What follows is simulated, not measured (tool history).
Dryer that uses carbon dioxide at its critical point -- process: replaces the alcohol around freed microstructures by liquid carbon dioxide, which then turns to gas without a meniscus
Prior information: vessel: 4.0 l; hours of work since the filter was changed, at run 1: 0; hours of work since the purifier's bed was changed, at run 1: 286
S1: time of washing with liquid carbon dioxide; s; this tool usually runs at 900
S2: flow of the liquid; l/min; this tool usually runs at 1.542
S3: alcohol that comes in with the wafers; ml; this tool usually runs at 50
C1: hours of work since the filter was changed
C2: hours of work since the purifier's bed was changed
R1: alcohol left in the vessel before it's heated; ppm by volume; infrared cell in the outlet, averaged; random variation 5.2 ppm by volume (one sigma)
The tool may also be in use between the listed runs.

| run | hour | S1 | S2 | S3 | C1 | C2 | R1 |
|---|---|---|---|---|---|---|---|
| 1 | 0 | 900 | 1.542 | 50 | 0 | 286 | 186 |
| 2 | 48.3 | 840 | 1.542 | 50 | 29 | 315 | 245 |
| 3 | 80.1 | 840 | 1.542 | 50 | 48 | 334 | 253 |
| 4 | 133.1 | 840 | 1.542 | 50 | 80 | 366 | 276 |
| 5 | 188.6 | 840 | 1.542 | 50 | 114 | 400 | 288 |
| 6 | 229.3 | 840 | 1.542 | 50 | 138 | 424 | 301 |
| 7 | 293.8 | 840 | 1.542 | 50 | 177 | 463 | 309 |
| 8 | 361.3 | 900 | 1.542 | 46 | 218 | 504 | 284 |
| 9 | 418.6 | 900 | 1.542 | 46 | 252 | 538 | 305 |
| 10 | 458.6 | 900 | 2 | 50 | 276 | 562 | 235 |
| 11 | 518.1 | 900 | 2 | 50 | 312 | 598 | 247 |
| 12 | 546 | 900 | 2 | 50 | 329 | 615 | 263 |
|  | 581.5 | inlet filter changed |
| 13 | 594.2 | 900 | 2 | 50 | 8 | 643 | 246 |
| 14 | 625.6 | 900 | 2 | 50 | 27 | 662 | 250 |
| 15 | 671 | 900 | 2 | 50 | 54 | 690 | 274 |
| 16 | 723.6 | 900 | 2 | 50 | 86 | 722 | 294 |
| 17 | 752 | 900 | 2 | 50 | 103 | 739 | 301 |
|  | 799.7 | purifier's bed changed |
| 18 | 802.1 | 900 | 2 | 50 | 131 | 1 | 26 |
| 19 | 867.9 | 900 | 2 | 50 | 171 | 41 | 52 |
| 20 | 898.2 | 1140 | 1.14 | 50 | 189 | 59 | 180 |
| 21 | 935.6 | 1320 | 2.55 | 41 | 212 | 82 | 38 |
| 22 | 992.8 | 1320 | 2.55 | 41 | 246 | 116 | 54 |
| 23 | 1028 | 720 | 1.99 | 78 | 267 | 138 | 198 |
| 24 | 1094.8 | 840 | 0.96 | 50 | 308 | 178 | 971 |
| 25 | 1156.7 | 1080 | 1.04 | 50 | 345 | 215 | 399 |
|  | 1168.1 | inlet filter changed |
| 26 | 1191.8 | 900 | 1.61 | 25 | 14 | 236 | 125 |
| 27 | 1229.2 | 900 | 1.61 | 25 | 37 | 258 | 130 |
| 28 | 1270.4 | 1380 | 1.82 | 117 | 62 | 283 | 107 |
| 29 | 1305.8 | 960 | 1.03 | 41 | 83 | 305 | 443 |
| 30 | 1358.2 | 960 | 1.03 | 41 | 115 | 336 | 476 |
| 31 | 1420.7 | 780 | 1.36 | 58 | 152 | 374 | 513 |
| 32 | 1459.8 | 1380 | 1.63 | 26 | 176 | 397 | 154 |
| 33 | 1491 | 1080 | 1.14 | 52 | 195 | 416 | 356 |
| 34 | 1545.3 | 660 | 2.24 | 21 | 227 | 449 | 193 |
| 35 | 1607.4 | 780 | 1.542 | 69 | 265 | 486 | 484 |

Describe how what the log doesn't record of the tool's condition differs between the last listed run preceding each entry between runs and the first listed run following it.
Between runs 12 and 13: inlet filter changed (hour 581.5)
  flow that reaches the vessel past the clogged filter, %: 94 -> 99.7; alcohol in the recycled carbon dioxide, ppm: 223.5 -> 235
  measured result minus the result with no hidden state, R1: +232 -> +229 ppm by volume
Between runs 17 and 18: purifier's bed changed (hour 799.7)
  flow that reaches the vessel past the clogged filter, %: 97.9 -> 97.4; alcohol in the recycled carbon dioxide, ppm: 270.8 -> 6
  measured result minus the result with no hidden state, R1: +273 -> +4 ppm by volume
Between runs 25 and 26: inlet filter changed (hour 1168.1)
  flow that reaches the vessel past the clogged filter, %: 93.4 -> 99; alcohol in the recycled carbon dioxide, ppm: 81 -> 88.4
  measured result minus the result with no hidden state, R1: +147 -> +85 ppm by volume
